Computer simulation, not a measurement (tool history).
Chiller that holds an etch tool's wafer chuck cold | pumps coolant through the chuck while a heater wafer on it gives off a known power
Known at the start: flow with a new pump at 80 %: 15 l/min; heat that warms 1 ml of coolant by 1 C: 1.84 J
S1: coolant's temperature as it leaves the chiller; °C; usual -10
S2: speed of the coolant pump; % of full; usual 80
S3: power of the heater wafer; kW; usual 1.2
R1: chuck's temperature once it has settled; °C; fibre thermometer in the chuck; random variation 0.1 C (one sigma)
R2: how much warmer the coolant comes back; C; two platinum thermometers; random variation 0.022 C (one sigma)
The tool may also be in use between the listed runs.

run     day   S1  S2     S3     R1    R2
  1       0  -10  80    1.2   -0.8  2.59
  2    1.35  -10  80    1.2   -0.8  2.59
  3   2.317  -10  79    1.2   -0.8  2.65
  4   3.071  -10  79    1.2   -0.8  2.66
  5   4.508  -10  91    1.2   -1.5  2.29
  6   5.938  -10  80    1.2   -0.9  2.59
  7   6.938  -10  80    1.2   -0.7  2.61
  8   8.112  -10  80  0.818   -3.9  1.82
  9   9.592  -10  80    1.2   -0.8  2.64
 10  10.842  -10  80    1.2   -0.8   2.6
 11  12.033  -10  80    1.2   -1.1  2.55
 12  13.521  -10  80    1.2   -0.8  2.61
 13  14.467  -10  80    1.2   -0.9   2.6
 14  15.392  -10  80    1.2     -1   2.6
 15  16.821  -10  80  0.799     -4   1.7
 16  17.954  -10  80  0.799   -3.9  1.73
 17  19.404  -10  80  0.799     -4  1.73
 18  20.712  -15  80  0.772   -9.2  1.68
 19  21.908    0  67  0.604    5.1  1.56
 20  22.512  -10  95  0.607   -5.9  1.11
 21  23.854  -10  95  0.607   -5.9  1.13
 22  25.238  -10  95  0.607   -5.9  1.14
 23  26.162  -19  92  0.981  -12.2  1.83
 24  27.021   -8  64   1.43    4.6  3.88
 25  27.762   -8  64   1.43    4.6  3.89
 26  29.254   -2  97  1.561    8.4  2.78

Run 27 comes next. What will it give?
 27  30.583  -10  70  0.809   ?   ?

{"run 27": {"R1": -3.4, "R2": 2.03}}
Without the tool's hidden state the same run would have given R1 -3.4 °C, R2 2.03 C.
